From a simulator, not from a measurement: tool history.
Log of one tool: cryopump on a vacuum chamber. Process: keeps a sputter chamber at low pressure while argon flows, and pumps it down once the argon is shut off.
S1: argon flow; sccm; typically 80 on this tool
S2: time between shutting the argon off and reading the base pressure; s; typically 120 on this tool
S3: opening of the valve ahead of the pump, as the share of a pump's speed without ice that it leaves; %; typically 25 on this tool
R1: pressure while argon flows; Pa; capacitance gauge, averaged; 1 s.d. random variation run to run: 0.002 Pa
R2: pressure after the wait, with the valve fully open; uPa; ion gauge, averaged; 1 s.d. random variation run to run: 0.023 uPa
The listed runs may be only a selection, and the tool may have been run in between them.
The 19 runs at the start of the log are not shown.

Run 20, hour 344.3: usual settings but S1 77 sccm, S2 100 s, S3 33 %. Result: R1 0.3745 Pa, R2 1.42 uPa.
Run 21, hour 354.9: usual settings but S1 52 sccm, S2 232 s, S3 17 %. Result: R1 0.4761 Pa, R2 1.09 uPa.
Run 22, hour 373.1: usual settings but S1 85 sccm, S2 165 s, S3 17 %. Result: R1 0.7793 Pa, R2 1.2 uPa.
Run 23, hour 394.1: usual settings but S1 85 sccm, S2 165 s, S3 17 %. Result: R1 0.7748 Pa, R2 1.25 uPa.
Run 24, hour 415.5: usual settings but S2 104 s, S3 16 %. Result: R1 0.7811 Pa, R2 1.44 uPa.
Run 25, hour 433.8: usual settings but S1 63 sccm, S2 50 s, S3 17 %. Result: R1 0.5821 Pa, R2 2.05 uPa.
Run 26, hour 452.4: usual settings but S1 72 sccm, S2 196 s, S3 17 %. Result: R1 0.6639 Pa, R2 1.27 uPa.
Run 27, hour 464.6: usual settings but S1 89 sccm, S2 196 s, S3 57 %. Result: R1 0.2685 Pa, R2 1.28 uPa.
Run 28, hour 486.8: usual settings but S1 89 sccm, S2 196 s, S3 57 %. Result: R1 0.267 Pa, R2 1.31 uPa.
Run 29, hour 504.5: usual settings but S1 36 sccm, S2 83 s, S3 50 %. Result: R1 0.1203 Pa, R2 1.63 uPa.
Run 30, hour 521.5: usual settings but S3 19 %. Result: R1 0.6671 Pa, R2 1.47 uPa.
Run 31, hour 534: usual settings but S1 89 sccm, S2 299 s, S3 29 %. Result: R1 0.4959 Pa, R2 1.31 uPa.
Run 32, hour 550: usual settings but S1 69 sccm, S2 99 s, S3 33 %. Result: R1 0.3449 Pa, R2 1.69 uPa.
Run 33, hour 566.8: usual settings but S1 159 sccm, S2 294 s, S3 33 %. Result: R1 0.7878 Pa, R2 1.33 uPa.

3 ways to go on from here, each from the tool as it stands after run 33. What would each give?
Run A, hour 588.7: usual settings but S1 159 sccm, S2 291 s. Result: R1 ?, R2 ?.
Run B, hour 588.7: usual settings but S1 96 sccm, S2 53 s. Result: R1 ?, R2 ?.
Run C, hour 588.7: usual settings but S2 73 s, S3 39 %. Result: R1 ?, R2 ?.

run      R1    R2
  A  1.0179  1.38
  B  0.6133  2.21
  C  0.3427  1.85
Had the tool no hidden state, the same runs would have come out as:
run      R1    R2
  A  0.9506  0.46
  B  0.5728  1.31
  C  0.3087  0.96
